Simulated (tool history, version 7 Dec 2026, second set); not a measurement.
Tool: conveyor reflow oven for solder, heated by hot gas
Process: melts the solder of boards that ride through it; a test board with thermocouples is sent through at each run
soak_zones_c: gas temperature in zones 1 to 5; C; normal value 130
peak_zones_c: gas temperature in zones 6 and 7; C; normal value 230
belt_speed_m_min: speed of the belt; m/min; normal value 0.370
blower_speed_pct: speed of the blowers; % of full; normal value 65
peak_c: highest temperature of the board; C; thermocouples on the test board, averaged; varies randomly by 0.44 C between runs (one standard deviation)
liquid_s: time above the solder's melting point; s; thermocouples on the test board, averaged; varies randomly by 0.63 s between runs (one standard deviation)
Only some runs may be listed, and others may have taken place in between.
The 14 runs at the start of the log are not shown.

run,day,soak_zones_c,peak_zones_c,belt_speed_m_min,blower_speed_pct,hours of work since the flux was cleaned out,hours of work since the belt drive was overhauled,hours of work since the thermocouples were changed,peak_c,liquid_s
15,19.596,130,230,0.370,63,253,1132,689,213.3,65.9
16,20.958,130,230,0.370,63,270,1148,705,212.9,65.5
17,22.571,130,230,0.316,65,289,1168,725,218.5,86.5
18,23.588,128,230,0.316,83,302,1180,737,221.5,91.8
19,24.442,130,230,0.348,65,312,1191,748,216.1,73.2
20,25.479,118,228,0.381,73,325,1204,761,211.4,57.5
21,26.512,118,228,0.381,73,338,1216,773,210.6,57.9
22,27.742,134,228,0.348,73,353,1231,788,216.0,76.6
23,29.317,132,237,0.378,84,372,1251,808,223.0,76.5
24,30.217,132,237,0.378,84,383,1262,819,224.2,77.4
25,32.112,129,242,0.364,62,406,1285,842,222.5,77.6
26,33.350,130,230,0.316,60,421,1300,857,217.0,84.1
# day 34.183: flux residue cleaned out of gas plates and filters
27,34.912,122,227,0.370,50,9,1316,873,205.6,52.8
28,36.362,122,233,0.370,50,27,1334,891,210.5,58.9
29,37.442,122,233,0.367,84,40,1347,904,221.7,73.2
30,39.312,122,233,0.367,84,63,1370,927,221.6,74.4
31,41.108,122,233,0.367,84,85,1392,949,222.1,72.6

Each row is a separate what-if for the run after 31, all from the same tool condition, not one after another. Results?
A,42.425,125,230,0.370,65,101,1408,965,?,?
B,42.425,122,224,0.367,81,101,1408,965,?,?
C,42.425,124,230,0.403,51,101,1408,965,?,?

run,peak_c,liquid_s
A,213.9,66.8
B,213.0,65.1
C,205.0,48.9
With no hidden state in the tool, these same runs would have given:
run,peak_c,liquid_s
A,211.6,62.5
B,210.7,61.0
C,202.6,44.2
